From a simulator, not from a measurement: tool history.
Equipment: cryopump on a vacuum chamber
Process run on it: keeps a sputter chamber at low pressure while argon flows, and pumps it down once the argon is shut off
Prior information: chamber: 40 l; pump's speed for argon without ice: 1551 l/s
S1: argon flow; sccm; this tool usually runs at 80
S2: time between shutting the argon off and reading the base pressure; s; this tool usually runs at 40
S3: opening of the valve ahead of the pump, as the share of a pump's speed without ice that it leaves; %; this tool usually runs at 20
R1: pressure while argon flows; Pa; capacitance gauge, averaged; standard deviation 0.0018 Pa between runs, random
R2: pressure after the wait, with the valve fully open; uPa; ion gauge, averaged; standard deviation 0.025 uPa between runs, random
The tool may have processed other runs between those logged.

run   hour   S1   S2  S3      R1    R2
  1    0.0   80   40  20  0.4535  1.35
  2   23.1   80   40  20  0.4515  1.30
  3   36.1   80   40  20  0.4579  1.37
  4   52.9   80   40  20  0.4541  1.35
  5   63.6   80   40  20  0.4545  1.36
  6   82.6   80   40  20  0.4541  1.37
  7   95.8   80   40  20  0.4574  1.30
  8  106.1   80   40  20  0.4552  1.44
  9  123.5   80   40  20  0.4577  1.37
 10  133.8   80   40  20  0.4573  1.35
 11  146.5   80   40  20  0.4580  1.40
 12  163.3   80   40  20  0.4563  1.39
 13  186.2   80   40  20  0.4607  1.41
 14  204.7   80   75  20  0.4564  0.97
 15  220.6   88   75  20  0.5075  1.05
 16  242.3   88   75  20  0.5087  1.04
 17  256.8   80   40  20  0.4631  1.46
 18  272.5   42   93  16  0.3040  0.96
 19  289.5   80   40  49  0.2057  1.41
 20  307.3   47   40  49  0.1201  1.44
 21  320.7  148   68  46  0.4035  1.08
 22  336.6  150   40  19  0.9115  1.47
 23  356.0   96   29  20  0.5609  1.75
     363.5  -- leaking fittings of the chamber tightened, without venting
 24  376.0   96   29  19  0.5866  1.42
 25  397.8   80  171  20  0.4667  0.48
 26  409.7   47   65  41  0.1437  0.80
 27  429.0  139   54  20  0.8115  0.95
 28  448.7  139   54  20  0.8155  0.93
 29  464.4  139  295  46  0.3885  0.41
 30  480.1  147   40  20  0.8674  1.16
 31  492.4   80   40  15  0.6161  1.16
 32  504.7   80   40  15  0.6155  1.17
 33  519.8   80   40  20  0.4750  1.20
     539.7  -- pump warmed up, emptied and cooled again
 34  542.1   46   29  17  0.2941  1.40

Measured minus without-hidden-state, run by run (identical run-to-run variation in each term; gauge scatter may differ):
The tool's hidden condition here consists of: pump's speed, % of a pump's without ice; cold plate's temperature, K; leak into the chamber, uPa l/s; drift of the gauge itself on working_pa, %; drift of the gauge itself on base_upa, %.
run       R1     R2
  1  +0.0168  +0.30
  2  +0.0175  +0.30
  3  +0.0182  +0.32
  4  +0.0186  +0.32
  5  +0.0189  +0.32
  6  +0.0196  +0.32
  7  +0.0202  +0.33
  8  +0.0204  +0.34
  9  +0.0212  +0.34
 10  +0.0214  +0.34
 11  +0.0219  +0.35
 12  +0.0224  +0.35
 13  +0.0234  +0.37
 14  +0.0239  +0.36
 15  +0.0271  +0.38
 16  +0.0281  +0.40
 17  +0.0261  +0.40
 18  +0.0141  +0.39
 19  +0.0274  +0.39
 20  +0.0164  +0.40
 21  +0.0528  +0.40
 22  +0.0546  +0.42
 23  +0.0362  +0.42
 24  +0.0369  +0.09
 25  +0.0316  +0.10
 26  +0.0189  +0.11
 27  +0.0572  +0.10
 28  +0.0589  +0.11
 29  +0.0599  +0.12
 30  +0.0651  +0.12
 31  +0.0358  +0.12
 32  +0.0364  +0.12
 33  +0.0374  +0.13
 34  +0.0008  +0.04
